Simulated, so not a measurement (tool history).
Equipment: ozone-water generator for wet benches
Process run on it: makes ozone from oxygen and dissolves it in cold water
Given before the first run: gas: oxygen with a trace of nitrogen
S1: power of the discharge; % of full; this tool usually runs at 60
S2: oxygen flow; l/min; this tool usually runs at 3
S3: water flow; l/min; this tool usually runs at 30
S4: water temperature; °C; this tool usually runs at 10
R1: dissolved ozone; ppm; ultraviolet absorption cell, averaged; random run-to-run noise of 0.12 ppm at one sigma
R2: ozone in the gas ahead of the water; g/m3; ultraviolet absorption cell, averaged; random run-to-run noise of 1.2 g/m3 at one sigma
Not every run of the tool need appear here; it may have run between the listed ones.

Run 1, day 0: usual settings. Result: R1 10.4 ppm, R2 209.3 g/m3.
Run 2, day 1.633: usual settings. Result: R1 10.6 ppm, R2 210.5 g/m3.
Run 3, day 2.692: usual settings but S3 23 l/min. Result: R1 13.7 ppm, R2 212.5 g/m3.
Run 4, day 4.167: usual settings but S3 23 l/min. Result: R1 13.7 ppm, R2 212.5 g/m3.
Run 5, day 5.808: usual settings but S4 14 °C. Result: R1 10.2 ppm, R2 214.1 g/m3.
Run 6, day 6.592: usual settings but S4 14 °C. Result: R1 10.2 ppm, R2 212.7 g/m3.
Run 7, day 7.971: usual settings. Result: R1 10.4 ppm, R2 212.1 g/m3.
Run 8, day 9.146: usual settings but S4 9 °C. Result: R1 10.8 ppm, R2 213.8 g/m3.
Run 9, day 10.375: usual settings but S1 65 % of full, S2 2.58 l/min, S3 39 l/min, S4 11 °C. Result: R1 7.7 ppm, R2 238.7 g/m3.
Run 10, day 11.804: usual settings but S4 16 °C. Result: R1 10.1 ppm, R2 215.5 g/m3.
Run 11, day 12.921: usual settings but S1 46 % of full, S2 2.24 l/min, S3 46 l/min, S4 8 °C. Result: R1 4.7 ppm, R2 197.4 g/m3.
Run 12, day 13.779: usual settings but S1 46 % of full, S2 2.24 l/min, S3 46 l/min, S4 8 °C. Result: R1 4.7 ppm, R2 195.4 g/m3.
Run 13, day 14.567: usual settings but S1 46 % of full, S2 2.24 l/min, S3 46 l/min, S4 8 °C. Result: R1 4.7 ppm, R2 197.1 g/m3.
Run 14, day 15.925: usual settings but S4 15 °C. Result: R1 9.9 ppm, R2 215.7 g/m3.
Run 15, day 16.712: usual settings but S1 99 % of full, S2 5.12 l/min, S3 23 l/min, S4 11 °C. Result: R1 23.4 ppm, R2 257.6 g/m3.

Forecast each of these 3 alternatives for the next run:
Run A, day 17.721: usual settings but S2 1.57 l/min. Result: R1 ?, R2 ?.
Run B, day 17.721: usual settings but S1 80 % of full, S2 5.12 l/min, S3 23 l/min, S4 11 °C. Result: R1 ?, R2 ?.
Run C, day 17.721: usual settings but S2 1.81 l/min. Result: R1 ?, R2 ?.

run    R1     R2
  A   7.6  267.7
  B  20.3  222.5
  C   8.1  255.7
The same runs, with their run-to-run variation unchanged, on a tool lacking any hidden condition would have given:
run    R1     R2
  A   7.6  261.3
  B  20.3  217.2
  C   8.1  249.6
